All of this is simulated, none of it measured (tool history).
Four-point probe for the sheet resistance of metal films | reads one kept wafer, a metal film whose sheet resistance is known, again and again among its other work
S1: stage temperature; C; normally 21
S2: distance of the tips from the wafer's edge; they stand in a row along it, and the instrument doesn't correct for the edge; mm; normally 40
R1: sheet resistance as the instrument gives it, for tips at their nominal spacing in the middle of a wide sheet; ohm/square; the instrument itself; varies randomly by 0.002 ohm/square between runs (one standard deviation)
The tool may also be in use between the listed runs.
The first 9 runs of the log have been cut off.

Run 10, hour 278.5: usual settings but S2 4 mm. Result: R1 10.537154 ohm/square.
Run 11, hour 312.5: usual settings. Result: R1 10.208248 ohm/square.
Run 12, hour 345.8: usual settings but S2 26 mm. Result: R1 10.212621 ohm/square.
Run 13, hour 394.1: usual settings but S2 26 mm. Result: R1 10.215355 ohm/square.
Run 14, hour 425.3: usual settings but S1 19 C. Result: R1 10.212913 ohm/square.
Run 15, hour 468.2: usual settings but S2 10 mm. Result: R1 10.262922 ohm/square.
Run 16, hour 500.2: usual settings but S2 10 mm. Result: R1 10.266753 ohm/square.
Run 17, hour 524.0: usual settings but S1 19 C. Result: R1 10.212864 ohm/square.
Run 18, hour 564.2: usual settings but S1 19 C, S2 71 mm. Result: R1 10.215121 ohm/square.
Run 19, hour 588.5: usual settings but S1 19 C, S2 71 mm. Result: R1 10.214697 ohm/square.
Run 20, hour 609.0: usual settings but S1 19 C, S2 71 mm. Result: R1 10.214587 ohm/square.
Run 21, hour 644.7: usual settings but S1 22 C. Result: R1 10.219919 ohm/square.
Run 22, hour 687.7: usual settings but S1 22 C. Result: R1 10.219342 ohm/square.
Run 23, hour 720.2: usual settings but S1 32 C, S2 20 mm. Result: R1 10.236398 ohm/square.

What will run 24 give?
Run 24, hour 755.8: usual settings but S1 32 C, S2 20 mm. Result: R1 ?.

For run 24 the tool returned R1 10.235379 ohm/square.
With no hidden state in the tool, this same run would have given R1 10.166061 ohm/square.

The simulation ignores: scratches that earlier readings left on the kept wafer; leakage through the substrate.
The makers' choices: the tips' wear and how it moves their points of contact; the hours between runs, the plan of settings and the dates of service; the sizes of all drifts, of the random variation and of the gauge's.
